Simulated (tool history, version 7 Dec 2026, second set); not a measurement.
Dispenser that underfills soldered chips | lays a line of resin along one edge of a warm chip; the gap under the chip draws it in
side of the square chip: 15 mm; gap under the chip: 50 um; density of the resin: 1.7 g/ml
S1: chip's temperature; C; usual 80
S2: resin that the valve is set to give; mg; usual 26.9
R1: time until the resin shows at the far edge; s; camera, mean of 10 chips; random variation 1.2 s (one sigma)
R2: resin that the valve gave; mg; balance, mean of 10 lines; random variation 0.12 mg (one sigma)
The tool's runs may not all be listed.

Run 1, hour 0.0: usual settings. Result: R1 130.6 s, R2 24.66 mg.
At hour 4.5: new syringe of resin.
Run 2, hour 5.0: usual settings. Result: R1 115.4 s, R2 24.61 mg.
Run 3, hour 10.7: usual settings. Result: R1 136.0 s, R2 24.47 mg.
At hour 13.2: new syringe of resin.
At hour 15.7: dispensing valve cleaned and set on the balance.
Run 4, hour 16.3: usual settings but S2 25.7 mg. Result: R1 121.7 s, R2 25.74 mg.
At hour 22.9: new syringe of resin.
Run 5, hour 22.9: usual settings but S2 25.7 mg. Result: R1 115.6 s, R2 25.63 mg.
Run 6, hour 28.1: usual settings but S2 25.7 mg. Result: R1 132.3 s, R2 25.43 mg.
At hour 31.6: new syringe of resin.
Run 7, hour 35.1: usual settings but S1 71 C, S2 25.7 mg. Result: R1 193.0 s, R2 25.41 mg.
At hour 40.2: new syringe of resin.
Run 8, hour 41.1: usual settings. Result: R1 117.6 s, R2 26.66 mg.
Run 9, hour 46.2: usual settings. Result: R1 140.0 s, R2 26.21 mg.
At hour 49.1: new syringe of resin.
Run 10, hour 50.4: usual settings. Result: R1 120.1 s, R2 26.30 mg.
Run 11, hour 56.7: usual settings but S2 29.3 mg. Result: R1 140.2 s, R2 28.46 mg.
At hour 57.9: new syringe of resin.
Run 12, hour 61.3: usual settings but S2 23.5 mg. Result: R1 132.7 s, R2 22.86 mg.
At hour 66.8: new syringe of resin.
Run 13, hour 67.3: usual settings but S2 23.5 mg. Result: R1 122.0 s, R2 22.70 mg.
Run 14, hour 70.9: usual settings but S2 23.5 mg. Result: R1 135.6 s, R2 22.74 mg.
At hour 76.0: new syringe of resin.
Run 15, hour 76.4: usual settings but S1 68 C. Result: R1 202.3 s, R2 25.96 mg.
Run 16, hour 79.8: usual settings but S2 34.2 mg. Result: R1 123.3 s, R2 32.64 mg.
Run 17, hour 83.0: usual settings but S1 79 C. Result: R1 147.9 s, R2 25.77 mg.
At hour 84.7: new syringe of resin.
Run 18, hour 87.4: usual settings but S1 79 C. Result: R1 133.7 s, R2 25.60 mg.
Run 19, hour 90.7: usual settings but S1 93 C, S2 26.1 mg. Result: R1 80.4 s, R2 24.69 mg.
At hour 93.6: new syringe of resin.
Run 20, hour 96.4: usual settings but S1 93 C, S2 26.1 mg. Result: R1 72.1 s, R2 24.88 mg.
Run 21, hour 101.1: usual settings but S1 93 C, S2 26.1 mg. Result: R1 84.8 s, R2 24.62 mg.
At hour 102.3: new syringe of resin.
Run 22, hour 106.4: usual settings but S1 73 C, S2 23.0 mg. Result: R1 186.6 s, R2 21.52 mg.
Run 23, hour 109.5: usual settings but S1 79 C, S2 23.6 mg. Result: R1 154.3 s, R2 22.08 mg.
At hour 111.2: new syringe of resin.
Run 24, hour 115.2: usual settings but S1 79 C, S2 23.6 mg. Result: R1 144.9 s, R2 21.88 mg.
At hour 120.1: new syringe of resin.
Run 25, hour 122.0: usual settings but S1 79 C, S2 23.6 mg. Result: R1 139.4 s, R2 21.86 mg.
Run 26, hour 125.2: usual settings but S1 67 C, S2 24.5 mg. Result: R1 262.7 s, R2 22.71 mg.
At hour 129.1: new syringe of resin.
Run 27, hour 130.5: usual settings but S1 69 C, S2 24.6 mg. Result: R1 208.5 s, R2 22.64 mg.
Run 28, hour 137.2: usual settings but S1 85 C, S2 24.6 mg. Result: R1 122.8 s, R2 22.44 mg.
At hour 138.1: new syringe of resin.
Run 29, hour 141.7: usual settings but S1 82 C, S2 33.4 mg. Result: R1 113.3 s, R2 30.45 mg.
Run 30, hour 145.6: usual settings but S2 25.8 mg. Result: R1 149.6 s, R2 23.43 mg.
At hour 146.7: new syringe of resin.
Run 31, hour 150.8: usual settings but S1 89 C, S2 31.5 mg. Result: R1 89.6 s, R2 28.50 mg.
At hour 153.9: dispensing valve cleaned and set on the balance.
At hour 156.3: new syringe of resin.
Run 32, hour 156.3: usual settings but S1 81 C, S2 29.5 mg. Result: R1 109.3 s, R2 29.63 mg.
Run 33, hour 159.3: usual settings but S1 81 C, S2 29.5 mg. Result: R1 118.4 s, R2 29.57 mg.
Run 34, hour 163.9: usual settings but S1 69 C, S2 31.4 mg. Result: R1 235.4 s, R2 31.33 mg.
At hour 165.1: new syringe of resin.
Run 35, hour 168.2: usual settings but S1 69 C, S2 31.4 mg. Result: R1 201.1 s, R2 31.31 mg.

Forecast each of these 3 alternatives for the next run:
Run A, hour 171.8: usual settings but S1 67 C. Result: R1 ?, R2 ?.
Run B, hour 171.8: usual settings but S1 89 C, S2 28.7 mg. Result: R1 ?, R2 ?.
Run C, hour 171.8: usual settings but S1 67 C, S2 25.0 mg. Result: R1 ?, R2 ?.

run     R1     R2
  A  253.7  26.52
  B   96.0  28.64
  C  265.4  24.74
Without the tool's hidden state the same runs would have given:
run     R1     R2
  A  198.7  26.82
  B   75.8  28.96
  C  207.5  25.01

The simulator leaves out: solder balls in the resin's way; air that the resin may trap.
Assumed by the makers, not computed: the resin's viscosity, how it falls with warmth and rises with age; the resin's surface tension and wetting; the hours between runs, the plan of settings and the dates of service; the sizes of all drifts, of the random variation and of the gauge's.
